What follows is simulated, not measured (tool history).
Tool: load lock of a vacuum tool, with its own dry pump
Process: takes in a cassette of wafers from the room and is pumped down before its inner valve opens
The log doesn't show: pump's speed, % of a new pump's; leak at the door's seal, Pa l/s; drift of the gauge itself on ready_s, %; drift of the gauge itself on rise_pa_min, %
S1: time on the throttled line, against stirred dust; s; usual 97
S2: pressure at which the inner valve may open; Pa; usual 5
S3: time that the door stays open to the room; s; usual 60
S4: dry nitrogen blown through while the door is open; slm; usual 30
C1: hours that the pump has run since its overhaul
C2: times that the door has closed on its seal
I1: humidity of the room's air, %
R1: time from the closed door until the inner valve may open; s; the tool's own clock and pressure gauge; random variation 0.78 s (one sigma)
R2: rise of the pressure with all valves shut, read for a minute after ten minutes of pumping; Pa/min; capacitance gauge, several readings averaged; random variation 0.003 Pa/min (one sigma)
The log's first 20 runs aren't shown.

run      day   S1  S2   S3  S4    C1     C2    I1     R1     R2
 21   75.088   97   5   32  30  4676  66802  43.7  157.9  0.537
 22   77.929   97   5   32  30  4744  67083  45.4  157.9  0.533
 23   81.229  115   5   60  30  4823  67410  43.2  174.1  0.526
 24   86.462  104   7   60  30  4949  67928  43.3  162.4  0.546
      90.583  -- door's seal changed, seat wiped
 25   90.583  104   7   60  30  5046      0  43.9  160.7  0.015
 26   95.912  169   8   29   9  5174    527  45.3  215.7  0.018
 27   98.383  169   8   29   9  5234    772  44.8  215.2  0.021
 28  103.058  169   8   29   9  5346   1235  49.4  215.1  0.028
 29  106.429   97   5   33  30  5427   1568  41.8  158.3  0.012
 30   108.85   97   4   46  15  5485   1808    49    161  0.024
 31  112.517   97   4   46  15  5573   2171  40.3  161.2  0.022
 32  115.517   97   4   46  15  5645   2468  43.6  160.2  0.029
 33  118.071   97   4   46  15  5706   2721  44.1    159  0.031
 34  122.346  188   5  122  30  5809   3144    37    236  0.023
 35  126.779   99   5   35  15  5915   3583  43.6  160.5   0.03
 36  129.175   97   7   77  30  5973   3820  46.3  155.5  0.022

4 ways to go on from here, each from the tool as it stands after run 36. What would each give?
  A  134.3   63   5   60  30  6096  4327  43.4   ?   ?
  B  134.3   53   5  121  10  6096  4327  42.3   ?   ?
  C  134.3   59   5   60  30  6096  4327  42.6   ?   ?
  D  134.3  166   4  137  30  6096  4327  45.2   ?   ?

run     R1     R2
  A  128.8  0.028
  B  121.2   0.04
  C  126.4  0.029
  D  219.1  0.028
Without the tool's hidden state the same runs would have given:
run     R1     R2
  A  124.4  0.015
  B  116.9  0.027
  C    122  0.017
  D  215.6  0.015

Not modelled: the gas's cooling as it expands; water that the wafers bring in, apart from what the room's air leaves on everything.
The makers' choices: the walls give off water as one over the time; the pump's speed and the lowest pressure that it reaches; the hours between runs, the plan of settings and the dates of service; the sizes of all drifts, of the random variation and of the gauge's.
